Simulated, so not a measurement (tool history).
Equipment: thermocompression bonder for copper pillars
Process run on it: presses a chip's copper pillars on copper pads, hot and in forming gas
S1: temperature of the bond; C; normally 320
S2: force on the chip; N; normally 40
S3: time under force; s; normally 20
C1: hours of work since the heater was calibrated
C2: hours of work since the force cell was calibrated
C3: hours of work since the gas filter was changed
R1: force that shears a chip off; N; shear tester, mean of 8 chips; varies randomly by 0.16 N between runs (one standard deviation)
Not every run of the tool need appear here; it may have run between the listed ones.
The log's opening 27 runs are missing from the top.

{"run": 28, "hour": 244.2, "S1": 300, "S2": 40, "S3": 55, "C1": 853, "C2": 450, "C3": 14, "R1": 76.9}
{"run": 29, "hour": 255.1, "S1": 320, "S2": 40, "S3": 11, "C1": 860, "C2": 456, "C3": 21, "R1": 60.1}
{"run": 30, "hour": 265.6, "S1": 320, "S2": 26, "S3": 44, "C1": 867, "C2": 463, "C3": 28, "R1": 69.3}
{"run": 31, "hour": 273.6, "S1": 304, "S2": 51, "S3": 23, "C1": 872, "C2": 468, "C3": 33, "R1": 73.6}
{"run": 32, "hour": 281.4, "S1": 320, "S2": 46, "S3": 20, "C1": 877, "C2": 473, "C3": 38, "R1": 76.3}
{"run": 33, "hour": 292.9, "S1": 304, "S2": 50, "S3": 37, "C1": 884, "C2": 480, "C3": 45, "R1": 80.5}
{"run": 34, "hour": 302.2, "S1": 320, "S2": 41, "S3": 28, "C1": 890, "C2": 486, "C3": 51, "R1": 78.1}
{"run": 35, "hour": 313.0, "S1": 347, "S2": 40, "S3": 30, "C1": 896, "C2": 493, "C3": 58, "R1": 90.3}
{"run": 36, "hour": 318.8, "S1": 320, "S2": 31, "S3": 20, "C1": 900, "C2": 497, "C3": 61, "R1": 62.1}
{"run": 37, "hour": 332.4, "S1": 347, "S2": 50, "S3": 20, "C1": 909, "C2": 505, "C3": 70, "R1": 90.6}
{"run": 38, "hour": 338.1, "S1": 347, "S2": 50, "S3": 20, "C1": 912, "C2": 509, "C3": 74, "R1": 90.8}
{"run": 39, "hour": 347.7, "S1": 347, "S2": 50, "S3": 20, "C1": 918, "C2": 515, "C3": 80, "R1": 91.1}

Here are 4 independent what-if runs from the current tool condition. What would each one return?
{"run": "A", "hour": 353.6, "S1": 295, "S2": 50, "S3": 39, "C1": 922, "C2": 519, "C3": 83, "R1": "?"}
{"run": "B", "hour": 353.6, "S1": 327, "S2": 44, "S3": 51, "C1": 922, "C2": 519, "C3": 83, "R1": "?"}
{"run": "C", "hour": 353.6, "S1": 329, "S2": 34, "S3": 22, "C1": 922, "C2": 519, "C3": 83, "R1": "?"}
{"run": "D", "hour": 353.6, "S1": 291, "S2": 40, "S3": 15, "C1": 922, "C2": 519, "C3": 83, "R1": "?"}

run=A R1=77.7
run=B R1=91.9
run=C R1=72.8
run=D R1=49.6
With no hidden state in the tool, these same runs would have given:
run=A R1=74.8
run=B R1=88.5
run=C R1=70.1
run=D R1=47.8

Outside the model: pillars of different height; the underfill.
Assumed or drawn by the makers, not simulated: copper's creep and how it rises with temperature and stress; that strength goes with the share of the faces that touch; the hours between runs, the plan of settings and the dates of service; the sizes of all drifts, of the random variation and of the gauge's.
